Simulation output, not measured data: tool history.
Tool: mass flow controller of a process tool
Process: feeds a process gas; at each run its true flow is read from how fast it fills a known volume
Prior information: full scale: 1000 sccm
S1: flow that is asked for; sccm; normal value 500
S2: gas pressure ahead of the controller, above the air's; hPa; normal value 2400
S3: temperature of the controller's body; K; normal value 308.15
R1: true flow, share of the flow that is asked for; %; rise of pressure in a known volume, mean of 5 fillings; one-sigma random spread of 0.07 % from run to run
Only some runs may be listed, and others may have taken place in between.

run 1 hour=0 | S1=500 S2=2400 S3=308.15 | R1=99.59
run 2 hour=178.1 | S1=500 S2=2400 S3=308.15 | R1=99.87
run 3 hour=588.6 | S1=500 S2=2400 S3=308.15 | R1=99.85
run 4 hour=942.7 | S1=500 S2=2400 S3=308.15 | R1=99.88
run 5 hour=1250.8 | S1=500 S2=2400 S3=308.15 | R1=100.03
run 6 hour=1494.4 | S1=500 S2=2400 S3=308.15 | R1=100.01
run 7 hour=1764.8 | S1=500 S2=2400 S3=302.15 | R1=100.47
run 8 hour=1998.5 | S1=500 S2=2400 S3=302.15 | R1=100.62
run 9 hour=2364.6 | S1=500 S2=2400 S3=302.15 | R1=100.71
run 10 hour=2620.6 | S1=500 S2=2400 S3=302.15 | R1=100.74
run 11 hour=2999.6 | S1=100 S2=2400 S3=308.15 | R1=103.93
run 12 hour=3278 | S1=100 S2=2400 S3=308.15 | R1=103.99
run 13 hour=3545.9 | S1=500 S2=2400 S3=308.15 | R1=100.33
run 14 hour=3892.9 | S1=500 S2=2400 S3=308.15 | R1=100.35
run 15 hour=4146.4 | S1=500 S2=2400 S3=308.15 | R1=100.37
run 16 hour=4455.4 | S1=500 S2=2400 S3=301.15 | R1=101.12
run 17 hour=4864.8 | S1=500 S2=2400 S3=301.15 | R1=101.16
run 18 hour=5262 | S1=500 S2=2400 S3=308.15 | R1=100.67
run 19 hour=5452.3 | S1=500 S2=2400 S3=308.15 | R1=100.59
run 20 hour=5745.6 | S1=500 S2=2400 S3=308.15 | R1=100.69
run 21 hour=5958.7 | S1=500 S2=2400 S3=308.15 | R1=100.82
run 22 hour=6331.7 | S1=500 S2=2400 S3=308.15 | R1=100.81
run 23 hour=6721.5 | S1=500 S2=2400 S3=308.15 | R1=100.98
run 24 hour=7036.6 | S1=428 S2=2400 S3=308.15 | R1=100.98
-- hour=7222.2 controller's zero set anew
run 25 hour=7266.8 | S1=135 S2=2470 S3=308.15 | R1=98.82
run 26 hour=7697.6 | S1=500 S2=1490 S3=301.15 | R1=99.45
run 27 hour=8043.7 | S1=107 S2=1620 S3=306.15 | R1=98.86
run 28 hour=8433.4 | S1=107 S2=1620 S3=305.15 | R1=99.02
run 29 hour=8607.7 | S1=107 S2=1620 S3=305.15 | R1=99.22
run 30 hour=8943.1 | S1=107 S2=1620 S3=305.15 | R1=99.43
run 31 hour=9188.6 | S1=500 S2=2190 S3=308.15 | R1=99.61
run 32 hour=9612.9 | S1=144 S2=1510 S3=293.15 | R1=100.6
run 33 hour=9951.3 | S1=126 S2=2400 S3=298.15 | R1=101
run 34 hour=10154.9 | S1=376 S2=2400 S3=303.15 | R1=100.31
run 35 hour=10578.9 | S1=376 S2=2400 S3=303.15 | R1=100.3
run 36 hour=10834.5 | S1=460 S2=1500 S3=308.15 | R1=99.45
run 37 hour=11213.4 | S1=637 S2=1410 S3=308.15 | R1=99.51
run 38 hour=11408.6 | S1=204 S2=2410 S3=308.15 | R1=100.4
run 39 hour=11669.3 | S1=124 S2=2130 S3=304.15 | R1=101.21
run 40 hour=12038.3 | S1=636 S2=1480 S3=308.15 | R1=99.74
run 41 hour=12370.5 | S1=303 S2=1770 S3=310.15 | R1=99.7
run 42 hour=12627.5 | S1=434 S2=1770 S3=301.15 | R1=100.57
run 43 hour=12862 | S1=434 S2=1770 S3=301.15 | R1=100.61
run 44 hour=13055.4 | S1=316 S2=1830 S3=310.15 | R1=99.92
run 45 hour=13247.6 | S1=159 S2=1570 S3=295.15 | R1=101.95
run 46 hour=13554.1 | S1=207 S2=1850 S3=298.15 | R1=101.5
run 47 hour=13830.8 | S1=109 S2=1850 S3=300.15 | R1=102.94
run 48 hour=14187.5 | S1=109 S2=1850 S3=300.15 | R1=103.12

Branching from run 48: 4 alternative next runs. What would each branch give?
run A hour=14380.7 | S1=212 S2=2400 S3=305.15 | R1=?
run B hour=14380.7 | S1=109 S2=2440 S3=300.15 | R1=?
run C hour=14380.7 | S1=500 S2=2480 S3=309.15 | R1=?
run D hour=14380.7 | S1=576 S2=1770 S3=303.15 | R1=?

run=A R1=101.32
run=B R1=103.62
run=C R1=100.73
run=D R1=100.76
What these runs would have given with no unlogged condition in the tool:
run=A R1=98.07
run=B R1=98.55
run=C R1=98.58
run=D R1=98.72
